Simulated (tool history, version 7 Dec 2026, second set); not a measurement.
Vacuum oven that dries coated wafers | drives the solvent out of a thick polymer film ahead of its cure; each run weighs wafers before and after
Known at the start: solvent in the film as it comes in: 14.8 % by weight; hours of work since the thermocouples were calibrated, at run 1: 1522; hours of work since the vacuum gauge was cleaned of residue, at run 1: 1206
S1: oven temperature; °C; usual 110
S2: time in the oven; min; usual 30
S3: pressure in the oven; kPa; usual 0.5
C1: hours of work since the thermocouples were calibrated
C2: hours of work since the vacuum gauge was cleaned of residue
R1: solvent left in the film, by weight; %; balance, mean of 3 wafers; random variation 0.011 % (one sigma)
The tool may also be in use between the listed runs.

{"run": 1, "hour": 0.0, "S1": 110, "S2": 30, "S3": 0.5, "C1": 1522, "C2": 1206, "R1": 0.97}
{"run": 2, "hour": 27.9, "S1": 110, "S2": 30, "S3": 0.5, "C1": 1542, "C2": 1225, "R1": 0.97}
{"hour": 65.3, "done": "oven's thermocouples calibrated"}
{"run": 3, "hour": 79.7, "S1": 110, "S2": 50, "S3": 0.5, "C1": 10, "C2": 1261, "R1": 0.42}
{"run": 4, "hour": 147.4, "S1": 110, "S2": 50, "S3": 0.5, "C1": 58, "C2": 1308, "R1": 0.41}
{"run": 5, "hour": 183.2, "S1": 110, "S2": 50, "S3": 0.5, "C1": 83, "C2": 1334, "R1": 0.44}
{"run": 6, "hour": 214.5, "S1": 110, "S2": 50, "S3": 0.5, "C1": 105, "C2": 1356, "R1": 0.41}
{"run": 7, "hour": 254.9, "S1": 96, "S2": 50, "S3": 0.5, "C1": 134, "C2": 1384, "R1": 2.34}
{"run": 8, "hour": 306.2, "S1": 96, "S2": 50, "S3": 0.5, "C1": 170, "C2": 1421, "R1": 2.35}
{"run": 9, "hour": 358.0, "S1": 96, "S2": 50, "S3": 0.5, "C1": 207, "C2": 1457, "R1": 2.35}
{"run": 10, "hour": 427.1, "S1": 96, "S2": 50, "S3": 0.5, "C1": 255, "C2": 1506, "R1": 2.39}
{"run": 11, "hour": 464.5, "S1": 110, "S2": 30, "S3": 0.5, "C1": 282, "C2": 1532, "R1": 1.01}
{"run": 12, "hour": 516.6, "S1": 98, "S2": 30, "S3": 0.5, "C1": 319, "C2": 1569, "R1": 3.75}
{"run": 13, "hour": 553.8, "S1": 110, "S2": 30, "S3": 0.5, "C1": 345, "C2": 1595, "R1": 1.01}
{"run": 14, "hour": 592.9, "S1": 110, "S2": 46, "S3": 0.5, "C1": 373, "C2": 1623, "R1": 0.49}
{"run": 15, "hour": 660.1, "S1": 110, "S2": 46, "S3": 0.5, "C1": 420, "C2": 1670, "R1": 0.51}
{"run": 16, "hour": 713.2, "S1": 110, "S2": 46, "S3": 0.5, "C1": 457, "C2": 1708, "R1": 0.51}
{"run": 17, "hour": 759.9, "S1": 110, "S2": 26, "S3": 0.5, "C1": 490, "C2": 1741, "R1": 1.34}
{"run": 18, "hour": 813.0, "S1": 110, "S2": 30, "S3": 0.554, "C1": 528, "C2": 1778, "R1": 1.06}
{"run": 19, "hour": 879.8, "S1": 110, "S2": 30, "S3": 0.554, "C1": 575, "C2": 1826, "R1": 1.09}
{"run": 20, "hour": 926.4, "S1": 110, "S2": 30, "S3": 0.554, "C1": 608, "C2": 1859, "R1": 1.09}
{"run": 21, "hour": 965.3, "S1": 110, "S2": 30, "S3": 0.5, "C1": 636, "C2": 1886, "R1": 1.06}
{"run": 22, "hour": 998.1, "S1": 110, "S2": 30, "S3": 0.5, "C1": 659, "C2": 1909, "R1": 1.05}
{"hour": 1004.1, "done": "vacuum gauge cleaned of residue and calibrated"}
{"run": 23, "hour": 1030.0, "S1": 96, "S2": 30, "S3": 1.634, "C1": 680, "C2": 18, "R1": 5.06}
{"run": 24, "hour": 1097.0, "S1": 111, "S2": 31, "S3": 1.883, "C1": 727, "C2": 66, "R1": 1.45}
{"run": 25, "hour": 1137.8, "S1": 102, "S2": 39, "S3": 0.584, "C1": 756, "C2": 94, "R1": 1.77}
{"run": 26, "hour": 1169.3, "S1": 102, "S2": 39, "S3": 0.584, "C1": 778, "C2": 117, "R1": 1.81}
{"run": 27, "hour": 1208.9, "S1": 113, "S2": 39, "S3": 1.346, "C1": 806, "C2": 145, "R1": 0.76}
{"run": 28, "hour": 1268.6, "S1": 113, "S2": 39, "S3": 1.346, "C1": 849, "C2": 187, "R1": 0.77}
{"run": 29, "hour": 1333.8, "S1": 113, "S2": 39, "S3": 1.346, "C1": 895, "C2": 233, "R1": 0.79}
{"run": 30, "hour": 1397.8, "S1": 125, "S2": 30, "S3": 0.5, "C1": 940, "C2": 278, "R1": 0.16}
{"run": 31, "hour": 1463.2, "S1": 125, "S2": 30, "S3": 0.5, "C1": 986, "C2": 324, "R1": 0.19}
{"run": 32, "hour": 1523.4, "S1": 107, "S2": 29, "S3": 0.427, "C1": 1028, "C2": 367, "R1": 1.59}
{"run": 33, "hour": 1552.3, "S1": 107, "S2": 35, "S3": 1.184, "C1": 1049, "C2": 387, "R1": 1.51}
{"run": 34, "hour": 1607.1, "S1": 118, "S2": 39, "S3": 0.977, "C1": 1088, "C2": 426, "R1": 0.44}
{"run": 35, "hour": 1674.6, "S1": 118, "S2": 39, "S3": 0.977, "C1": 1135, "C2": 473, "R1": 0.42}
{"run": 36, "hour": 1730.0, "S1": 102, "S2": 30, "S3": 0.5, "C1": 1174, "C2": 513, "R1": 2.74}
{"run": 37, "hour": 1787.7, "S1": 102, "S2": 30, "S3": 0.5, "C1": 1215, "C2": 553, "R1": 2.74}
{"run": 38, "hour": 1833.3, "S1": 102, "S2": 30, "S3": 0.5, "C1": 1247, "C2": 586, "R1": 2.77}
{"run": 39, "hour": 1886.7, "S1": 102, "S2": 30, "S3": 0.5, "C1": 1285, "C2": 623, "R1": 2.76}
{"run": 40, "hour": 1935.1, "S1": 98, "S2": 16, "S3": 0.329, "C1": 1319, "C2": 657, "R1": 6.5}
{"run": 41, "hour": 1976.7, "S1": 98, "S2": 16, "S3": 0.329, "C1": 1349, "C2": 687, "R1": 6.5}
{"run": 42, "hour": 2041.0, "S1": 104, "S2": 43, "S3": 0.301, "C1": 1394, "C2": 732, "R1": 1.09}

Forecast each of these 5 alternatives for the next run:
{"run": "A", "hour": 2103.8, "S1": 110, "S2": 44, "S3": 0.358, "C1": 1438, "C2": 777, "R1": "?"}
{"run": "B", "hour": 2103.8, "S1": 116, "S2": 46, "S3": 0.301, "C1": 1438, "C2": 777, "R1": "?"}
{"run": "C", "hour": 2103.8, "S1": 107, "S2": 50, "S3": 0.532, "C1": 1438, "C2": 777, "R1": "?"}
{"run": "D", "hour": 2103.8, "S1": 119, "S2": 37, "S3": 1.28, "C1": 1438, "C2": 777, "R1": "?"}
{"run": "E", "hour": 2103.8, "S1": 101, "S2": 30, "S3": 0.478, "C1": 1438, "C2": 777, "R1": "?"}

run=A R1=0.45
run=B R1=0.21
run=C R1=0.63
run=D R1=0.56
run=E R1=3.07
Without the tool's hidden state the same runs would have given:
run=A R1=0.31
run=B R1=0.15
run=C R1=0.45
run=D R1=0.48
run=E R1=2.5

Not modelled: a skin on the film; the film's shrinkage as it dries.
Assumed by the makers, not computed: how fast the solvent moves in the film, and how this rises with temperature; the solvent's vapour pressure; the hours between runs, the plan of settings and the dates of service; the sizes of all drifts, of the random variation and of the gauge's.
